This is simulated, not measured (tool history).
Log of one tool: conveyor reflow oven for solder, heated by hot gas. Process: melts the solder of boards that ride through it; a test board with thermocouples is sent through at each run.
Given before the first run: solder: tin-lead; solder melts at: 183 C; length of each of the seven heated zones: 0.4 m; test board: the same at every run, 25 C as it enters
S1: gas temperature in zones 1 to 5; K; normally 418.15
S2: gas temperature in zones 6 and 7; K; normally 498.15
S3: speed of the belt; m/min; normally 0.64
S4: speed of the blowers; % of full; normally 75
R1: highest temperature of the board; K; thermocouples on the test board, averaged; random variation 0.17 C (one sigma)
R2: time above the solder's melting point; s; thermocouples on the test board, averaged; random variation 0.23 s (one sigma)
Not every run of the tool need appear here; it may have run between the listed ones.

{"run": 1, "day": 0.0, "S1": 418.15, "S2": 498.15, "S3": 0.64, "S4": 75, "R1": 483.15, "R2": 52.7}
{"run": 2, "day": 1.058, "S1": 418.15, "S2": 498.15, "S3": 0.64, "S4": 75, "R1": 483.35, "R2": 53.2}
{"run": 3, "day": 2.271, "S1": 418.15, "S2": 498.15, "S3": 0.64, "S4": 75, "R1": 483.15, "R2": 53}
{"day": 2.846, "done": "thermocouples of zones 6 and 7 changed"}
{"run": 4, "day": 4.604, "S1": 418.15, "S2": 487.15, "S3": 0.64, "S4": 75, "R1": 474.05, "R2": 42.6}
{"day": 6.283, "done": "flux residue cleaned out of gas plates and filters"}
{"run": 5, "day": 6.283, "S1": 418.15, "S2": 498.15, "S3": 0.651, "S4": 75, "R1": 483.05, "R2": 51.3}
{"run": 6, "day": 8.054, "S1": 418.15, "S2": 498.15, "S3": 0.651, "S4": 75, "R1": 483.05, "R2": 51.6}
{"run": 7, "day": 9.896, "S1": 418.15, "S2": 498.15, "S3": 0.62, "S4": 75, "R1": 484.25, "R2": 55.5}
{"run": 8, "day": 11.058, "S1": 418.15, "S2": 498.15, "S3": 0.64, "S4": 75, "R1": 483.45, "R2": 53.3}
{"run": 9, "day": 12.321, "S1": 418.15, "S2": 498.15, "S3": 0.748, "S4": 75, "R1": 478.55, "R2": 39.6}
{"run": 10, "day": 13.796, "S1": 418.15, "S2": 498.15, "S3": 0.64, "S4": 75, "R1": 483.15, "R2": 52.8}
{"run": 11, "day": 15.225, "S1": 418.15, "S2": 498.15, "S3": 0.64, "S4": 75, "R1": 483.25, "R2": 52.7}
{"run": 12, "day": 17.496, "S1": 418.15, "S2": 498.15, "S3": 0.64, "S4": 60, "R1": 479.75, "R2": 48}
{"run": 13, "day": 18.579, "S1": 418.15, "S2": 498.15, "S3": 0.64, "S4": 59, "R1": 479.35, "R2": 48.1}
{"day": 20.667, "done": "flux residue cleaned out of gas plates and filters"}
{"run": 14, "day": 21.029, "S1": 418.15, "S2": 498.15, "S3": 0.64, "S4": 59, "R1": 479.75, "R2": 47.7}
{"run": 15, "day": 23.075, "S1": 418.15, "S2": 498.15, "S3": 0.64, "S4": 59, "R1": 479.75, "R2": 48.1}
{"run": 16, "day": 24.567, "S1": 429.15, "S2": 504.15, "S3": 0.64, "S4": 75, "R1": 490.55, "R2": 63.2}
{"run": 17, "day": 25.812, "S1": 418.15, "S2": 498.15, "S3": 0.761, "S4": 75, "R1": 477.95, "R2": 38.7}
{"run": 18, "day": 26.858, "S1": 404.15, "S2": 506.15, "S3": 0.64, "S4": 75, "R1": 487.65, "R2": 51.3}
{"run": 19, "day": 28.279, "S1": 418.15, "S2": 501.15, "S3": 0.634, "S4": 88, "R1": 488.45, "R2": 58.1}
{"run": 20, "day": 30.196, "S1": 418.15, "S2": 501.15, "S3": 0.634, "S4": 88, "R1": 488.35, "R2": 58.4}
{"run": 21, "day": 32.479, "S1": 418.15, "S2": 498.15, "S3": 0.663, "S4": 69, "R1": 480.65, "R2": 48}
{"run": 22, "day": 34.438, "S1": 418.15, "S2": 498.15, "S3": 0.708, "S4": 56, "R1": 475.45, "R2": 37.8}
{"day": 35.025, "done": "flux residue cleaned out of gas plates and filters"}
{"run": 23, "day": 36.438, "S1": 420.15, "S2": 498.15, "S3": 0.558, "S4": 75, "R1": 487.25, "R2": 66.3}
{"run": 24, "day": 38.35, "S1": 417.15, "S2": 490.15, "S3": 0.558, "S4": 50, "R1": 474.55, "R2": 48.7}
{"run": 25, "day": 40.054, "S1": 406.15, "S2": 501.15, "S3": 0.538, "S4": 89, "R1": 490.95, "R2": 67.5}

What will run 26 give?
{"run": 26, "day": 41.788, "S1": 406.15, "S2": 501.15, "S3": 0.565, "S4": 89, "R1": "?", "R2": "?"}

Run 26 yielded R1 489.95 K, R2 63 s.
On a tool with no hidden condition, and with the same random variation, this run would have come out at R1 489.85 K, R2 63 s.
